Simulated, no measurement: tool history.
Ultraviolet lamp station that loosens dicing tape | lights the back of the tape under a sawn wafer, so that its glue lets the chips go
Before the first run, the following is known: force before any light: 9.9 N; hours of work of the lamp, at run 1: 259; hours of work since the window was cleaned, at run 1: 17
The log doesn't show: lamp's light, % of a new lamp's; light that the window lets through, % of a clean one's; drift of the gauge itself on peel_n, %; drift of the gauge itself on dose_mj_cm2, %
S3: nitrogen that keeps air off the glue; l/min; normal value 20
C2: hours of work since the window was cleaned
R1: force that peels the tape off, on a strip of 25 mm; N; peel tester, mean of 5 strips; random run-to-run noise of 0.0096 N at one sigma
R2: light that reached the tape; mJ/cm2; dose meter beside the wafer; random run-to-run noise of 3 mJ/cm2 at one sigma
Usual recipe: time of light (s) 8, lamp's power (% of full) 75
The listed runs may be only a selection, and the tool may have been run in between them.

{"run": 1, "hour": 0.0, "time of light (s)": 8, "lamp's power (% of full)": 75, "S3": 20, "hours of work of the lamp": 259, "C2": 17, "R1": 0.408, "R2": 454}
{"run": 2, "hour": 13.0, "time of light (s)": 8, "lamp's power (% of full)": 75, "S3": 20, "hours of work of the lamp": 266, "C2": 25, "R1": 0.416, "R2": 455}
{"run": 3, "hour": 28.9, "time of light (s)": 8, "lamp's power (% of full)": 75, "S3": 20, "hours of work of the lamp": 275, "C2": 34, "R1": 0.421, "R2": 448}
{"run": 4, "hour": 44.8, "time of light (s)": 8, "lamp's power (% of full)": 75, "S3": 20, "hours of work of the lamp": 284, "C2": 43, "R1": 0.412, "R2": 456}
{"run": 5, "hour": 62.5, "time of light (s)": 8, "lamp's power (% of full)": 75, "S3": 20, "hours of work of the lamp": 295, "C2": 53, "R1": 0.394, "R2": 450}
{"run": 6, "hour": 78.2, "time of light (s)": 8, "lamp's power (% of full)": 75, "S3": 20, "hours of work of the lamp": 304, "C2": 62, "R1": 0.411, "R2": 447}
{"run": 7, "hour": 97.4, "time of light (s)": 8, "lamp's power (% of full)": 75, "S3": 20, "hours of work of the lamp": 314, "C2": 73, "R1": 0.438, "R2": 453}
{"run": 8, "hour": 113.7, "time of light (s)": 8, "lamp's power (% of full)": 75, "S3": 20, "hours of work of the lamp": 324, "C2": 82, "R1": 0.416, "R2": 451}
{"run": 9, "hour": 128.8, "time of light (s)": 8, "lamp's power (% of full)": 75, "S3": 20, "hours of work of the lamp": 332, "C2": 91, "R1": 0.425, "R2": 449}
{"run": 10, "hour": 148.0, "time of light (s)": 8, "lamp's power (% of full)": 75, "S3": 13, "hours of work of the lamp": 343, "C2": 102, "R1": 0.657, "R2": 447}
{"run": 11, "hour": 166.8, "time of light (s)": 8, "lamp's power (% of full)": 75, "S3": 13, "hours of work of the lamp": 354, "C2": 113, "R1": 0.649, "R2": 460}
{"run": 12, "hour": 178.6, "time of light (s)": 7, "lamp's power (% of full)": 75, "S3": 20, "hours of work of the lamp": 361, "C2": 119, "R1": 0.578, "R2": 396}
{"run": 13, "hour": 190.0, "time of light (s)": 8, "lamp's power (% of full)": 75, "S3": 20, "hours of work of the lamp": 367, "C2": 126, "R1": 0.412, "R2": 451}
{"run": 14, "hour": 205.9, "time of light (s)": 8, "lamp's power (% of full)": 75, "S3": 20, "hours of work of the lamp": 376, "C2": 135, "R1": 0.413, "R2": 451}
{"run": 15, "hour": 218.3, "time of light (s)": 8, "lamp's power (% of full)": 75, "S3": 20, "hours of work of the lamp": 383, "C2": 142, "R1": 0.411, "R2": 451}
{"run": 16, "hour": 231.5, "time of light (s)": 8, "lamp's power (% of full)": 75, "S3": 20, "hours of work of the lamp": 391, "C2": 149, "R1": 0.437, "R2": 450}
{"run": 17, "hour": 250.3, "time of light (s)": 8, "lamp's power (% of full)": 75, "S3": 20, "hours of work of the lamp": 402, "C2": 160, "R1": 0.412, "R2": 451}
{"run": 18, "hour": 265.3, "time of light (s)": 8, "lamp's power (% of full)": 75, "S3": 20, "hours of work of the lamp": 410, "C2": 169, "R1": 0.396, "R2": 449}
{"run": 19, "hour": 284.3, "time of light (s)": 8, "lamp's power (% of full)": 75, "S3": 20, "hours of work of the lamp": 421, "C2": 179, "R1": 0.422, "R2": 447}
{"run": 20, "hour": 301.9, "time of light (s)": 8, "lamp's power (% of full)": 75, "S3": 20, "hours of work of the lamp": 431, "C2": 190, "R1": 0.432, "R2": 450}
{"run": 21, "hour": 315.7, "time of light (s)": 8, "lamp's power (% of full)": 75, "S3": 20, "hours of work of the lamp": 439, "C2": 197, "R1": 0.411, "R2": 450}
{"run": 22, "hour": 330.1, "time of light (s)": 8, "lamp's power (% of full)": 75, "S3": 12, "hours of work of the lamp": 447, "C2": 206, "R1": 0.697, "R2": 451}
{"run": 23, "hour": 346.5, "time of light (s)": 8, "lamp's power (% of full)": 75, "S3": 12, "hours of work of the lamp": 456, "C2": 215, "R1": 0.679, "R2": 452}
{"run": 24, "hour": 355.3, "time of light (s)": 14, "lamp's power (% of full)": 67, "S3": 20, "hours of work of the lamp": 461, "C2": 220, "R1": 0.158, "R2": 701}
{"run": 25, "hour": 372.1, "time of light (s)": 8, "lamp's power (% of full)": 90, "S3": 14, "hours of work of the lamp": 471, "C2": 230, "R1": 0.381, "R2": 536}
{"run": 26, "hour": 389.2, "time of light (s)": 5, "lamp's power (% of full)": 90, "S3": 7, "hours of work of the lamp": 481, "C2": 239, "R1": 1.99, "R2": 336}
{"run": 27, "hour": 409.3, "time of light (s)": 5, "lamp's power (% of full)": 90, "S3": 7, "hours of work of the lamp": 492, "C2": 251, "R1": 1.998, "R2": 336}
{"run": 28, "hour": 424.1, "time of light (s)": 4, "lamp's power (% of full)": 75, "S3": 20, "hours of work of the lamp": 501, "C2": 259, "R1": 1.841, "R2": 225}
{"run": 29, "hour": 437.9, "time of light (s)": 8, "lamp's power (% of full)": 81, "S3": 15, "hours of work of the lamp": 509, "C2": 267, "R1": 0.467, "R2": 487}
{"run": 30, "hour": 447.4, "time of light (s)": 4, "lamp's power (% of full)": 75, "S3": 30, "hours of work of the lamp": 514, "C2": 273, "R1": 1.37, "R2": 227}
{"run": 31, "hour": 467.4, "time of light (s)": 4, "lamp's power (% of full)": 75, "S3": 30, "hours of work of the lamp": 525, "C2": 284, "R1": 1.403, "R2": 222}

Run 32 is up next; what results do you expect?
{"run": 32, "hour": 484.3, "time of light (s)": 4, "lamp's power (% of full)": 75, "S3": 30, "hours of work of the lamp": 535, "C2": 294, "R1": "?", "R2": "?"}

{"run 32": {"R1": 1.418, "R2": 222}}
With no hidden state in the tool, this same run would have given R1 1.411 N, R2 223 mJ/cm2.
